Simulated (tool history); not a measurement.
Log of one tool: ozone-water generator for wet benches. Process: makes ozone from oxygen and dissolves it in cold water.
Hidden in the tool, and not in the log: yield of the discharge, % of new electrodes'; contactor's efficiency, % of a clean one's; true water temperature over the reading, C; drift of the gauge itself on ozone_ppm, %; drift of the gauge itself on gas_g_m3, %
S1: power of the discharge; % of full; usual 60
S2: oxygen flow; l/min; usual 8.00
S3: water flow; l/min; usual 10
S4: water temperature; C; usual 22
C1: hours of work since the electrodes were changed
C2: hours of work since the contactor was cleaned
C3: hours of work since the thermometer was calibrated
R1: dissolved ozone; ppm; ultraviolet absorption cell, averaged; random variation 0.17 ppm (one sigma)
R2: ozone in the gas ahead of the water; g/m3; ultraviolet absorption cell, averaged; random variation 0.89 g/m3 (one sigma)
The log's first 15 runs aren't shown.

run    hour  S1    S2  S3  S4    C1    C2    C3    R1     R2
     2617.2  -- contactor cleaned
 16  2617.2  60  8.00   6  22  2627     0  1853  24.0  123.2
 17  2753.9  60  8.00   6  22  2730   102  1956  23.9  121.0
 18  2912.6  60  8.00   6  28  2849   221  2075  20.3  120.1
 19  3126.5  60  8.00  10  22  3009   382  2235  17.9  118.4
 20  3322.3  58  8.00  12  16  3156   528  2382  17.6  114.2
 21  3482.8  60  8.00   7  22  3276   648  2502  21.5  116.1
 22  3590.5  60  8.00   7  22  3357   729  2583  21.1  116.5
 23  3743.3  60  8.00   9  22  3471   844  2697  18.4  115.0
 24  3917.5  60  8.00   9  22  3601   974  2827  18.3  115.4
 25  4135.6  60  8.00   9  22  3765  1137  2991  17.6  112.7
 26  4314.4  72  8.08  15  21  3899  1271  3125  13.7  120.0
 27  4512.2  97  8.00   9  18  4047  1420  3273  23.4  136.2
 28  4658.7  63  8.00  10  22  4157  1529  3383  16.5  110.9
 29  4797.0  63  8.00  10  22  4260  1633  3486  16.2  110.1
 30  4996.9  78  8.00  14  22  4410  1783  3636  13.9  120.0
     5019.8  -- contactor cleaned
 31  5208.1  41  8.00  15  22  4565   141  3791  10.1   89.0
 32  5404.0  47  8.00  15  20  4712   288  3938  11.0   92.2

5 ways to go on from here, each from the tool as it stands after run 32. What would each give?
  A  5499.6  47  12.70   8  15  4784  359  4010   ?   ?
  B  5499.6  47   8.27  15  20  4784  359  4010   ?   ?
  C  5499.6  60   8.00  10  22  4784  359  4010   ?   ?
  D  5499.6  93   8.00   9  27  4784  359  4010   ?   ?
  E  5499.6  44   8.00  10  22  4784  359  4010   ?   ?

run    R1     R2
  A  15.8   70.5
  B  10.7   90.5
  C  15.5  101.7
  D  17.5  123.6
  E  13.3   88.7
Without the tool's hidden state the same runs would have given:
run    R1     R2
  A  21.9   96.3
  B  14.9  123.0
  C  22.6  146.0
  D  27.9  194.4
  E  18.2  119.4
